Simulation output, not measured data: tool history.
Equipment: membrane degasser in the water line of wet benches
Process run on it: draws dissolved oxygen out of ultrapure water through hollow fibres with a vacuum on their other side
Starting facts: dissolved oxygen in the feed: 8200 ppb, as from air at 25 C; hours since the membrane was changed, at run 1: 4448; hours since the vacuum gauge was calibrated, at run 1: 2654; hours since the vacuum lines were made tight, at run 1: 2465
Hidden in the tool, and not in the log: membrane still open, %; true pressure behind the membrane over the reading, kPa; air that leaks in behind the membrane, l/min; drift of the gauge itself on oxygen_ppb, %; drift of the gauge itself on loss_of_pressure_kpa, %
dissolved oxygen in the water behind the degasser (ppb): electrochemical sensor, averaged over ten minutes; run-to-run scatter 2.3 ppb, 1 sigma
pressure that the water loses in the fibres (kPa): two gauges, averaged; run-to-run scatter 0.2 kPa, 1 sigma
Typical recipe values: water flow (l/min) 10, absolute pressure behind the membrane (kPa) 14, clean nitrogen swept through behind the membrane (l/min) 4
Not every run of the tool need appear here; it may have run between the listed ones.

run    hour  water flow (l/min)  absolute pressure behind the membrane (kPa)  clean nitrogen swept through behind the membrane (l/min)  hours since the membrane was changed  hours since the vacuum gauge was calibrated  hours since the vacuum lines were made tight  dissolved oxygen in the water behind the degasser (ppb)  pressure that the water loses in the fibres (kPa)
  1       0                  10                                           14                                                         4                                  4448                                         2654                                          2465                                                    225.4                                               44.4
  2    79.2                  10                                           14                                                         4                                  4527                                         2733                                          2544                                                    221.4                                              44.23
  3   144.1                  10                                         17.5                                                         4                                  4592                                         2798                                          2609                                                    246.3                                              44.38
  4   230.2                  10                                         17.5                                                         4                                  4678                                         2884                                          2695                                                    248.1                                               44.2
  5   284.6                  13                                           14                                                         4                                  4733                                         2939                                          2749                                                    330.2                                              57.87
  6   337.8                  10                                           14                                                         4                                  4786                                         2992                                          2802                                                    222.4                                              44.41
      398.2  -- vacuum gauge calibrated
  7   417.3                  10                                           14                                                         4                                  4865                                           19                                          2881                                                    222.1                                              44.28
  8   513.8                  10                                           14                                                      2.61                                  4961                                          116                                          2978                                                      259                                              44.37
  9   607.9                  10                                           14                                                         4                                  5056                                          210                                          3072                                                    228.6                                              44.52
 10   717.5                  10                                           14                                                     11.27                                  5165                                          319                                          3182                                                    187.2                                              44.67
 11     830                  10                                           14                                                     11.27                                  5278                                          432                                          3294                                                    187.3                                              44.21
 12   927.6                  10                                           14                                                     11.27                                  5375                                          529                                          3392                                                    185.1                                              43.99
 13   994.8                  10                                           14                                                     11.27                                  5443                                          597                                          3459                                                    182.6                                              44.16
 14  1041.4                  14                                         30.5                                                         4                                  5489                                          643                                          3505                                                    499.6                                              61.72
 15  1154.3                   9                                           23                                                      3.33                                  5602                                          756                                          3618                                                    257.5                                              39.84
 16  1266.9                   9                                         18.5                                                      3.33                                  5715                                          869                                          3731                                                    228.5                                              39.82
 17    1327                   8                                         27.9                                                     10.97                                  5775                                          929                                          3791                                                    147.9                                              35.62
 18  1411.8                   8                                          9.2                                                     10.97                                  5859                                         1014                                          3876                                                    115.9                                              35.43
 19    1484                   8                                          9.2                                                     10.97                                  5932                                         1086                                          3948                                                      115                                              35.35
 20  1596.4                   8                                         23.7                                                     10.97                                  6044                                         1198                                          4060                                                    141.5                                              35.55
 21  1666.5                  11                                         23.7                                                     10.97                                  6114                                         1268                                          4131                                                    236.5                                              49.05
 22  1726.7                   6                                           14                                                      2.94                                  6174                                         1329                                          4191                                                    111.6                                              26.75
 23  1796.8                   6                                           14                                                         4                                  6245                                         1399                                          4261                                                     97.4                                              26.45

Take each entry between the runs: how does the hidden state at the last listed run before it differ from the hidden state at the first listed run after it?
Logged between run 6 and run 7: vacuum gauge calibrated (hour 398.2)
  no difference in the tool's unlogged condition between these two runs
